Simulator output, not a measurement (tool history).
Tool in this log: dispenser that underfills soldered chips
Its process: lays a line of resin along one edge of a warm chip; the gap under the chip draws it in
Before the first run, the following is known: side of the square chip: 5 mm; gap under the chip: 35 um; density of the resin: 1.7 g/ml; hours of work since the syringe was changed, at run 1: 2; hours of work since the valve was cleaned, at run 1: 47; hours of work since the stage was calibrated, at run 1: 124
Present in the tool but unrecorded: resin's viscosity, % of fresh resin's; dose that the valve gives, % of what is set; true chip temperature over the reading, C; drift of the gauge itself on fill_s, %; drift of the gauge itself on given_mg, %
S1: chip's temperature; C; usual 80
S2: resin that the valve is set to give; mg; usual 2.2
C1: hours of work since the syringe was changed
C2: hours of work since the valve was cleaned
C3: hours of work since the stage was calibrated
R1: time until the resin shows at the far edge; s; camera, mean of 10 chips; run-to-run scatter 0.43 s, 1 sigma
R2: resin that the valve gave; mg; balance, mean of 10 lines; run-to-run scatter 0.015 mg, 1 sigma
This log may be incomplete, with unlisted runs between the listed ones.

run,hour,S1,S2,C1,C2,C3,R1,R2
1,0,80,2.2,2,47,124,33.2,2.08
2,3.8,93,2.2,4,50,126,21.5,2.1
3,8,80,2.2,7,52,129,42,2.09
# hour 9.7: new syringe of resin
4,12.9,80,2.2,2,55,132,32.7,2.07
5,16.6,75,2.2,4,57,134,46.4,2.07
# hour 22.4: new syringe of resin
6,24.3,80,2.18,1,62,138,32.8,2.05
7,30.1,80,2.18,5,66,142,38.7,2.03
# hour 35.1: new syringe of resin
8,37.7,80,2.18,2,70,146,32.9,2.02
9,41.5,68,2.2,4,72,149,63.1,2.02
# hour 47.6: new syringe of resin
10,49.7,68,2.2,1,77,154,55.9,2.04
11,55.1,80,2.2,5,80,157,38.4,2.02
# hour 60.4: new syringe of resin
12,61.3,80,2.2,1,84,161,31.7,2.03
13,65.5,80,2.23,3,87,163,36,2.04
14,71.2,80,2.33,7,90,167,43.1,2.1
# hour 72.7: new syringe of resin
15,78.1,80,2.33,3,94,171,35.2,2.08
# hour 81.9: dispensing valve cleaned and set on the balance
# hour 86: new syringe of resin
16,86,80,2.33,0,2,175,30.5,2.31
17,93.7,80,2.58,5,7,179,36.3,2.54
# hour 98.3: new syringe of resin
18,99.8,80,2.58,1,11,183,30.3,2.56
19,106.1,80,2.58,5,14,187,36,2.53
# hour 110.9: new syringe of resin
20,111.6,80,2.58,0,18,190,30.8,2.54
21,114.9,80,2.58,2,20,192,33.3,2.54
22,120.9,72,2.33,6,23,196,58.8,2.28
# hour 123.6: new syringe of resin
23,125.8,80,2.44,1,26,198,31.4,2.36
24,131.3,82,2.48,5,30,202,33.1,2.41
# hour 136.1: new syringe of resin
25,137.4,78,2.7,1,33,205,32,2.62
26,142.3,68,2.66,4,36,208,59,2.55
27,147.5,86,2.37,7,39,212,31.7,2.27
# hour 148.5: new syringe of resin
28,151.9,87,2.37,2,42,214,24.1,2.29
29,156.8,89,1.92,5,45,217,27,1.83
# hour 161.1: new syringe of resin
30,162.2,89,2.09,1,48,220,20.8,1.99
31,167.3,89,1.92,4,51,223,25.9,1.81
32,173,84,2.12,7,55,227,36,2.01
# hour 174: new syringe of resin
33,177.1,93,2.52,2,57,229,18.2,2.36
34,182.9,95,2.2,5,60,233,20.7,2.08
# hour 186.6: new syringe of resin
35,191,95,2.2,3,65,237,17.8,2.08
36,195.9,71,2.52,6,68,241,56.8,2.34
# hour 199.1: new syringe of resin
37,201.8,94,2.33,2,72,244,18.3,2.18

What if the next run were any one of these 3? Each begins from the tool's condition after run 37:
A,209.4,86,2.68,6,76,249,?,?
B,209.4,65,2.07,6,76,249,?,?
C,209.4,89,2.33,6,76,249,?,?

run,R1,R2
A,30.7,2.46
B,80.5,1.92
C,27.7,2.16
Stripped of hidden state, with their random variation kept, the same runs would have yielded:
run,R1,R2
A,23.7,2.66
B,61.7,2.07
C,21.3,2.33

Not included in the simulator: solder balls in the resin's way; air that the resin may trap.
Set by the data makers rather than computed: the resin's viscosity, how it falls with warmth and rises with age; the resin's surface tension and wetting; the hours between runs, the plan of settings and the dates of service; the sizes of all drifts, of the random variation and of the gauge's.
